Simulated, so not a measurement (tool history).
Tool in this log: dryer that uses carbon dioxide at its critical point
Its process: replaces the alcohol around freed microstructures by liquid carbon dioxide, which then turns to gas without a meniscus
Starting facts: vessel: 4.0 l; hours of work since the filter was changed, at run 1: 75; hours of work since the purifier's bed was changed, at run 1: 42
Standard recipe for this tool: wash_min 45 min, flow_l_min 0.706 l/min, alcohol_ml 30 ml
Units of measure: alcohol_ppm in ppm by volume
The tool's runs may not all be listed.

run     day  wash_min  flow_l_min  alcohol_ml  hours of work since the filter was changed  hours of work since the purifier's bed was changed  alcohol_ppm
  1   0.000        45       0.706          30                                          75                                                  42           45
  2   1.788        45       0.594          30                                          93                                                  59           91
  3   3.075        45       0.594          30                                         106                                                  72           87
  4   4.275        45       0.594          30                                         117                                                  83           94
  5   6.946        45       0.594          30                                         144                                                 110          105
  6   9.742        45       0.594          30                                         171                                                 137           98
     10.133  -- inlet filter changed
  7  12.258        63       0.706          30                                          21                                                 161           16
  8  14.092        63       0.706          30                                          39                                                 179           29
  9  16.133        63       0.706          30                                          59                                                 199           26
 10  17.671        63       0.706          30                                          74                                                 215           21
 11  20.562        63       0.706          30                                         102                                                 243           25
 12  22.521        45       0.577          30                                         122                                                 262          129
 13  24.521        45       0.706          30                                         141                                                 282           74
 14  26.321        45       0.706          30                                         159                                                 299           79
     27.812  -- inlet filter changed
 15  27.871        45       0.706          30                                           1                                                 314           62
 16  29.633        45       0.706          30                                          18                                                 331           62
 17  31.071        45       0.706          95                                          32                                                 346          123
 18  33.892        45       0.706          30                                          60                                                 373           73
 19  36.421        45       0.706          30                                          84                                                 398           71
 20  39.158        45       0.706          30                                         111                                                 425           73
 21  41.088        45       0.517          30                                         130                                                 444          192
 22  42.683        45       0.517          30                                         146                                                 459          205
 23  44.225        45       0.517          30                                         161                                                 475          211
     45.458  -- inlet filter changed
 24  45.458        45       0.946          30                                           0                                                 486           40
 25  46.883        45       0.946          30                                          14                                                 500           52
 26  49.383        45       0.896          30                                          39                                                 525           54
 27  51.558        46       0.769          23                                          60                                                 546           64
 28  53.496        46       0.769          23                                          79                                                 565           52
 29  54.958        53       0.706          30                                          93                                                 579           64
 30  56.558        52       0.553          33                                         109                                                 595          125
 31  58.738        52       0.553          33                                         130                                                 617          109
 32  61.158        52       0.553          33                                         154                                                 640          123
     63.125  -- inlet filter changed
 33  64.058        52       0.553          33                                           9                                                 668          108
 34  66.792        27       1.114          89                                          36                                                 695          170
 35  68.071        27       1.114          89                                          49                                                 708          170
 36  69.246        28       0.508          46                                          60                                                 719         1048
 37  71.975        38       0.593          90                                          87                                                 746          546
 38  74.879        55       0.889          99                                         115                                                 774           57
 39  76.600        55       0.889          99                                         132                                                 791           64
 40  79.117        46       1.083          53                                         157                                                 816           71
     80.854  -- inlet filter changed
 41  81.038        46       1.083          53                                           2                                                 834           69
 42  83.192        46       1.083          53                                          23                                                 856           79
 43  85.871        46       1.083          53                                          49                                                 882           76
 44  87.271        40       0.592          30                                          63                                                 896          205
 45  89.900        57       0.843          41                                          89                                                 921           80
 46  92.138        49       0.683          30                                         111                                                 943          105
 47  93.588        49       0.683          30                                         125                                                 958          100
 48  96.408        45       1.065          30                                         153                                                 985           82

3 options for the next run, each taken on its own from the tool as it stands now. Forecast them:
  A  98.392        58       0.704          30                                         172                                                1005            ?
  B  98.392        45       0.570          41                                         172                                                1005            ?
  C  98.392        70       1.065          30                                         172                                                1005            ?

run  alcohol_ppm
  A           98
  B          238
  C           83
Had the tool no hidden state, the same runs would have come out as:
run  alcohol_ppm
  A           19
  B          118
  C            7
